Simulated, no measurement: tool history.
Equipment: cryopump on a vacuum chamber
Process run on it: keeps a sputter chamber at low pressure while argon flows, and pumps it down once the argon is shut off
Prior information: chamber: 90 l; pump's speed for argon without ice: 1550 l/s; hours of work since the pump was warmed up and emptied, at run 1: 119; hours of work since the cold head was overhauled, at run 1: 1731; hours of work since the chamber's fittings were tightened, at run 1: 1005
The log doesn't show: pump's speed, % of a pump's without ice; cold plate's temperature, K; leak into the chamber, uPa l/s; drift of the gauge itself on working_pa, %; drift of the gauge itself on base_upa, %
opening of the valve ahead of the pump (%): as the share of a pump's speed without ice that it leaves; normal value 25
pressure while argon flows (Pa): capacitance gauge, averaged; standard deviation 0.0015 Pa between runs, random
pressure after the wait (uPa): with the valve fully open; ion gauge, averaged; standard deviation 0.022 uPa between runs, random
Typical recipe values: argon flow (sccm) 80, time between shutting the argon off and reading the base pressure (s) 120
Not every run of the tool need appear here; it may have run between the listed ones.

| run | day | argon flow (sccm) | time between shutting the argon off and reading the base pressure (s) | opening of the valve ahead of the pump (%) | hours of work since the pump was warmed up and emptied | hours of work since the cold head was overhauled | hours of work since the chamber's fittings were tightened | pressure while argon flows (Pa) | pressure after the wait (uPa) |
|---|---|---|---|---|---|---|---|---|---|
| 1 | 0 | 80 | 120 | 25 | 119 | 1731 | 1005 | 0.3546 | 1.02 |
| 2 | 2.517 | 80 | 120 | 25 | 166 | 1778 | 1052 | 0.3518 | 1.04 |
| 3 | 5.375 | 80 | 120 | 31 | 220 | 1832 | 1106 | 0.2861 | 1.09 |
| 4 | 7.183 | 80 | 120 | 31 | 254 | 1866 | 1140 | 0.2871 | 1.12 |
| 5 | 9.275 | 80 | 120 | 31 | 293 | 1905 | 1180 | 0.2873 | 1.16 |
| 6 | 12.117 | 80 | 120 | 34 | 347 | 1959 | 1233 | 0.266 | 1.21 |
| 7 | 14.75 | 36 | 28 | 20 | 397 | 2008 | 1283 | 0.2003 | 2.24 |

Run 8 comes next. What will it give?
| 8 | 17.812 | 75 | 223 | 43 | 454 | 2066 | 1340 | ? | ? |

pressure while argon flows (Pa): 0.2009
pressure after the wait (uPa): 1.14
With the hidden condition absent and the run-to-run variation left alone, this run would have shown pressure while argon flows (Pa) 0.1911, pressure after the wait (uPa) 0.4.

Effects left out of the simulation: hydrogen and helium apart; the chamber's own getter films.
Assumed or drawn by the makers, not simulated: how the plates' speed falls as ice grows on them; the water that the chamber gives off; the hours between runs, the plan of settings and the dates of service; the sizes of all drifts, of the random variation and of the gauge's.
